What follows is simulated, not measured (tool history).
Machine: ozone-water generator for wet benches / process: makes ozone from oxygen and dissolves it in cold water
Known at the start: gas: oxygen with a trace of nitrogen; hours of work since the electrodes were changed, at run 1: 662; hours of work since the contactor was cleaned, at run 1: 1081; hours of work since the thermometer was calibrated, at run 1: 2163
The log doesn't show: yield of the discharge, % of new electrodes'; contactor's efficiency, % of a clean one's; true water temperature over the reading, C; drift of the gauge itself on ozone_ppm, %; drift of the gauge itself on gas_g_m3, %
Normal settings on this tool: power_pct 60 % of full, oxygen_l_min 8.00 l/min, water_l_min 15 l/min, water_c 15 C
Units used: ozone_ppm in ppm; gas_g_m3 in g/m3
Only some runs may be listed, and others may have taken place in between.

run    hour  power_pct  oxygen_l_min  water_l_min  water_c  hours of work since the electrodes were changed  hours of work since the contactor was cleaned  hours of work since the thermometer was calibrated  ozone_ppm  gas_g_m3
  1     0.0         60          8.00           15       15                                              662                                           1081                                                2163       27.9     167.3
  2    35.3         60          8.00           15        9                                              698                                           1117                                                2198       31.3     166.3
  3    64.5         60          8.00           15       15                                              727                                           1146                                                2227       27.8     167.2
  4    83.6         60          8.00           15       11                                              746                                           1165                                                2247       30.2     167.0
  5   110.5         53          8.00           15       15                                              773                                           1191                                                2273       25.4     153.9
  6   154.2         53          8.00           15       15                                              816                                           1235                                                2317       25.7     149.8
  7   192.0         53          8.00           15       18                                              854                                           1273                                                2355       24.0     151.5
  8   211.8         53          8.00           15       18                                              874                                           1292                                                2374       23.8     150.3
  9   250.8         52          8.00           15       15                                              912                                           1331                                                2413       25.3     149.8
 10   287.3         52          8.00           24       15                                              949                                           1368                                                2450       18.7     147.8
 11   307.3         52          8.00           19       15                                              969                                           1388                                                2470       21.5     148.4
 12   350.4         41          8.00           19       15                                             1012                                           1431                                                2513       18.4     125.3
 13   376.6         41          8.00           19       15                                             1038                                           1457                                                2539       18.6     126.1
 14   400.4         46          8.00           15       15                                             1062                                           1480                                                2562       23.0     135.1
 15   423.6         46          8.00           15       12                                             1085                                           1504                                                2585       24.1     134.9
      431.1  -- contactor cleaned
 16   451.2         60          8.00           15       15                                             1108                                             20                                                2609       27.4     163.8
 17   484.6         60          8.00           15       15                                             1142                                             53                                                2642       27.6     163.7
 18   519.0         84          8.46           15        7                                             1176                                             88                                                2677       40.3     203.1
 19   550.6         50          7.46           16        7                                             1207                                            119                                                2708       26.8     145.4
 20   585.8         50          7.46           16        7                                             1242                                            154                                                2743       26.3     148.8
      619.6  -- contactor cleaned, once more
 21   624.4         74          8.00           15       15                                             1277                                              5                                                2778       32.5     189.3
 22   659.9         74          8.00           23       15                                             1312                                             40                                                2813       24.9     189.5
 23   694.7         74          8.00           23        9                                             1347                                             75                                                2848       27.3     189.1
 24   715.7         72          5.81           14       19                                             1368                                             96                                                2869       30.6     212.9
 25   746.5         72          5.81           14       19                                             1399                                            126                                                2899       30.3     212.8
 26   788.0         60          8.00            9       15                                             1440                                            168                                                2941       34.5     163.0
 27   831.3         60          8.00            9       15                                             1483                                            211                                                2984       35.1     162.7
 28   871.3         60          8.00            9       15                                             1523                                            251                                                3024       34.7     163.1
 29   905.2         60          8.00           15        8                                             1557                                            285                                                3058       31.0     161.5
 30   940.7         64          8.00           15       16                                             1592                                            320                                                3093       27.9     168.4
 31   975.1         64          8.00           15       16                                             1627                                            354                                                3127       28.2     169.7
 32  1017.4         55          8.00           19       16                                             1669                                            397                                                3169       21.9     149.7
 33  1042.3         61          4.04           10        9                                             1693                                            421                                                3194       38.7     221.6
 34  1071.2         83          4.04           10        9                                             1722                                            450                                                3223       48.1     275.5

A few steps of ozone_ppm between consecutive runs. Split each: what settings, incoming material and random variation would produce without the hidden state, and what is left over for the hidden state, along with gauge scatter present in only one of the two compared results (measured, and without hidden state):
Run 17 -> 18: power_pct 60 -> 84, oxygen_l_min 8.00 -> 8.46, water_c 15 -> 7. ozone_ppm +12.7 ppm: hidden state -1.6, all else +14.3.
Run 18 -> 19: power_pct 84 -> 50, oxygen_l_min 8.46 -> 7.46, water_l_min 15 -> 16. ozone_ppm -13.5 ppm: hidden state +1.8, all else -15.3.
Run 32 -> 33: power_pct 55 -> 61, oxygen_l_min 8.00 -> 4.04, water_l_min 19 -> 10, water_c 16 -> 9. ozone_ppm +16.8 ppm: hidden state -1.6, all else +18.4.
Run 33 -> 34: power_pct 61 -> 83. ozone_ppm +9.4 ppm: hidden state -1.7, all else +11.1.
